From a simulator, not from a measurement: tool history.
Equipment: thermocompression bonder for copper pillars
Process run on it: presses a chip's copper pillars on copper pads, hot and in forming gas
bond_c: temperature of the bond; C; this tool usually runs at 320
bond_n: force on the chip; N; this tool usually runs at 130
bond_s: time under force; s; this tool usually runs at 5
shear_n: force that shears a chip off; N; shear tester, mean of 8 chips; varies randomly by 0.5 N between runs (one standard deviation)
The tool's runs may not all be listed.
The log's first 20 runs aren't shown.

run    hour  bond_c  bond_n  bond_s  hours of work since the heater was calibrated  hours of work since the force cell was calibrated  hours of work since the gas filter was changed  shear_n
 21  1255.2     308     187       4                                           1606                                                669                                             254    100.3
 22  1308.1     308     187       4                                           1633                                                696                                             281    101.7
     1322.5  -- heater calibrated with a thermocouple chip
     1323.0  -- forming gas filter changed
 23  1365.6     320     144       7                                             21                                                723                                              21    102.7
 24  1439.3     320     144       7                                             58                                                760                                              58    102.9
     1445.2  -- force cell calibrated
 25  1518.1     320     144       7                                             97                                                 37                                              97    101.2
 26  1590.7     343     130       5                                            133                                                 73                                             133    101.3
 27  1658.3     305      93       5                                            167                                                107                                             167     65.7
 28  1709.9     305      92       3                                            193                                                133                                             193     53.5
     1795.4  -- force cell calibrated, once more
 29  1795.4     305     121      11                                            235                                                  0                                             235     99.5
 30  1871.8     317     121       7                                            273                                                 38                                             273     96.2
     1897.1  -- forming gas filter changed
 31  1922.4     317     121       7                                            298                                                 63                                              13     98.1
 32  2003.6     315      91       6                                            339                                                104                                              53     80.7
 33  2071.0     328     130      11                                            373                                                138                                              87    114.5
 34  2128.5     343      87       4                                            402                                                167                                             116     84.9

5 options for the next run, each taken on its own from the tool as it stands now. Forecast them:
  A  2169.5     341      87       4                                            422                                                187                                             136        ?
  B  2169.5     313      88       4                                            422                                                187                                             136        ?
  C  2169.5     307     132      11                                            422                                                187                                             136        ?
  D  2169.5     340     141       5                                            422                                                187                                             136        ?
  E  2169.5     343      87       3                                            422                                                187                                             136        ?

run  shear_n
  A     82.6
  B     68.0
  C    105.1
  D    107.7
  E     77.1
Stripped of hidden state, with their random variation kept, the same runs would have yielded:
run  shear_n
  A     83.1
  B     68.2
  C    105.8
  D    108.6
  E     77.5

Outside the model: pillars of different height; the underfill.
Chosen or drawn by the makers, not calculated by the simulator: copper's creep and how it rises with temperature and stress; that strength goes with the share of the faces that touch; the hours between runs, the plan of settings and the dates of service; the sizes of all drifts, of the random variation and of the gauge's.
